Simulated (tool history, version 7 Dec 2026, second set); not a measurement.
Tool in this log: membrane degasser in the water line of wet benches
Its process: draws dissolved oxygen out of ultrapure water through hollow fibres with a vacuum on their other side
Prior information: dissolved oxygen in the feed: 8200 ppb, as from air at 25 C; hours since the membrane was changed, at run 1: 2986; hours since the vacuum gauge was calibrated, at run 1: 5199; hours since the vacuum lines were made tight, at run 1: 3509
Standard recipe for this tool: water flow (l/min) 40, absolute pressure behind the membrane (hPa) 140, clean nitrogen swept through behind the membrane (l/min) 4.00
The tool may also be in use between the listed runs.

run	hour	water flow (l/min)	absolute pressure behind the membrane (hPa)	clean nitrogen swept through behind the membrane (l/min)	hours since the membrane was changed	hours since the vacuum gauge was calibrated	hours since the vacuum lines were made tight	dissolved oxygen in the water behind the degasser (ppb)	pressure that the water loses in the fibres (hPa)
1	0.0	40	140	4.00	2986	5199	3509	492.5	564.3
2	53.2	40	140	4.00	3039	5253	3562	492.8	562.8
3	112.0	40	140	1.81	3098	5311	3621	729.7	562.5
4	164.8	40	140	1.81	3151	5364	3673	735.9	562.6
5	226.5	40	140	1.81	3212	5426	3735	731.4	567.1
# hour 291.4: vacuum gauge calibrated
6	293.7	40	140	4.00	3279	2	3802	491.7	563.3
7	337.6	40	107	4.00	3323	46	3846	416.6	563.6
8	395.5	40	140	4.00	3381	104	3904	496.6	565.0
9	448.9	40	140	4.00	3434	158	3957	500.9	565.1
10	484.2	39	140	4.00	3470	193	3992	477.2	550.5
11	519.9	40	140	2.69	3505	229	4028	584.1	564.1
12	573.7	40	140	2.69	3559	282	4082	598.9	570.8
13	622.5	40	140	1.79	3608	331	4131	741.1	566.3
14	654.0	40	297	5.74	3639	363	4162	663.2	568.6
# hour 678.4: seals of the vacuum lines changed
15	690.0	41	161	2.71	3673	397	12	669.1	580.1
16	762.8	36	131	2.65	3746	469	84	513.8	510.0
17	798.8	52	137	8.89	3782	505	120	516.9	736.8
18	858.3	40	134	4.00	3842	565	180	482.6	569.0
19	906.6	40	134	4.00	3890	613	228	485.4	567.9
20	969.5	61	209	5.14	3953	676	291	868.4	862.0
21	1040.9	44	209	7.38	4024	748	363	528.2	623.1
22	1099.1	44	209	7.38	4082	806	421	530.5	622.1
23	1148.7	44	209	7.38	4132	855	470	534.0	624.7
24	1181.8	44	245	7.38	4165	888	503	578.2	627.8
25	1240.0	40	246	7.01	4223	947	562	527.7	563.5

Take each entry between the runs: how does the hidden state at the last listed run before it differ from the hidden state at the first listed run after it?
Runs 5 to 6: vacuum gauge calibrated (hour 291.4)
  membrane still open, %: 97.2 -> 97.1; true pressure behind the membrane over the reading, kPa: 0.17 -> 0.04; air that leaks in behind the membrane, l/min: 0.0184 -> 0.0187
  measured value less the no-hidden-state value, dissolved oxygen in the water behind the degasser (ppb): +31.7 -> +26.8; pressure that the water loses in the fibres (hPa): +16.0 -> +16.2
Runs 14 to 15: seals of the vacuum lines changed (hour 678.4)
  air that leaks in behind the membrane, l/min: 0.0203 -> 0.0023
  measured value less the no-hidden-state value, dissolved oxygen in the water behind the degasser (ppb): +31.1 -> +27.7; pressure that the water loses in the fibres (hPa): +18.2 -> +18.8

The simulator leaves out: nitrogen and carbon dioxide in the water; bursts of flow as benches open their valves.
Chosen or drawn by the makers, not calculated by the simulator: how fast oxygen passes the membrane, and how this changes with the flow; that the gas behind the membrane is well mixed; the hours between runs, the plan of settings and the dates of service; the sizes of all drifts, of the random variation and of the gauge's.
